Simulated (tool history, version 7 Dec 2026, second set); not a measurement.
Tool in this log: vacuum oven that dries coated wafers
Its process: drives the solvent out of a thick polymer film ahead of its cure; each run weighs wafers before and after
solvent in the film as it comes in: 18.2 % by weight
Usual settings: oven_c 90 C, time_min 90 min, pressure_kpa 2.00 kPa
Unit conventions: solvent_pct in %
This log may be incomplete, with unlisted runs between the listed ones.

run,hour,oven_c,time_min,pressure_kpa,solvent_pct
1,0.0,90,90,2.00,4.37
2,76.0,90,90,2.00,4.48
3,155.0,90,90,2.00,4.52
4,211.2,90,90,2.00,4.46
5,261.3,90,90,2.00,4.46
6,313.0,90,90,2.00,4.58
7,388.4,90,90,2.00,4.57
8,446.1,88,90,2.00,5.28
9,529.7,90,90,2.00,4.55
10,582.3,90,90,2.00,4.43
11,645.4,90,90,2.00,4.42
12,701.0,90,90,2.00,4.56
13,790.2,90,90,2.00,4.55
14,870.6,101,90,2.00,1.89
15,938.7,101,90,2.00,1.85
16,981.6,100,90,2.00,2.04
17,1025.4,100,90,2.00,2.07
18,1084.9,90,90,2.00,4.52
19,1165.0,83,90,2.00,7.12
20,1237.1,90,90,1.38,3.93
21,1315.3,90,90,1.38,3.96
22,1356.3,90,90,1.38,3.97
23,1412.3,90,90,1.38,3.97
24,1466.7,90,90,1.38,3.88
25,1533.7,90,104,3.99,5.76
26,1604.1,83,104,1.47,6.12
27,1658.6,83,104,1.47,5.95
28,1729.2,90,106,2.66,4.52
29,1799.1,90,106,2.66,4.50
30,1847.6,90,106,2.66,4.54
31,1911.8,92,142,2.66,3.16
32,1970.6,90,46,2.00,7.53
33,2029.7,102,137,2.00,1.34
34,2096.7,90,62,5.96,9.37
35,2151.6,90,62,5.96,9.32
36,2223.4,90,140,5.96,7.02
37,2289.5,83,103,2.75,7.42
38,2338.7,83,103,6.16,10.86
39,2415.9,83,103,6.16,10.78
40,2485.1,78,74,1.48,9.57
41,2546.1,78,74,1.48,9.48
42,2604.6,105,90,3.09,1.96
43,2650.7,105,90,4.71,3.02
44,2712.2,105,69,1.02,1.11
45,2765.0,105,69,1.02,1.05

Not shown here: 3 entries made in the log between runs. Locate each between two listed runs and compare the hidden state at the listed run before it with the hidden state at the listed run after it:
From run 2 to run 3: oven's thermocouples calibrated (hour 97.0)
  true wafer temperature over the reading, C: -0.02 -> 0; true pressure over the reading, kPa: 0.008 -> 0.009
From run 24 to run 25: oven's thermocouples calibrated (hour 1496.3)
  true wafer temperature over the reading, C: -0.02 -> 0
From run 32 to run 33: vacuum gauge cleaned of residue and calibrated (hour 1978.5)
  true pressure over the reading, kPa: 0.016 -> 0
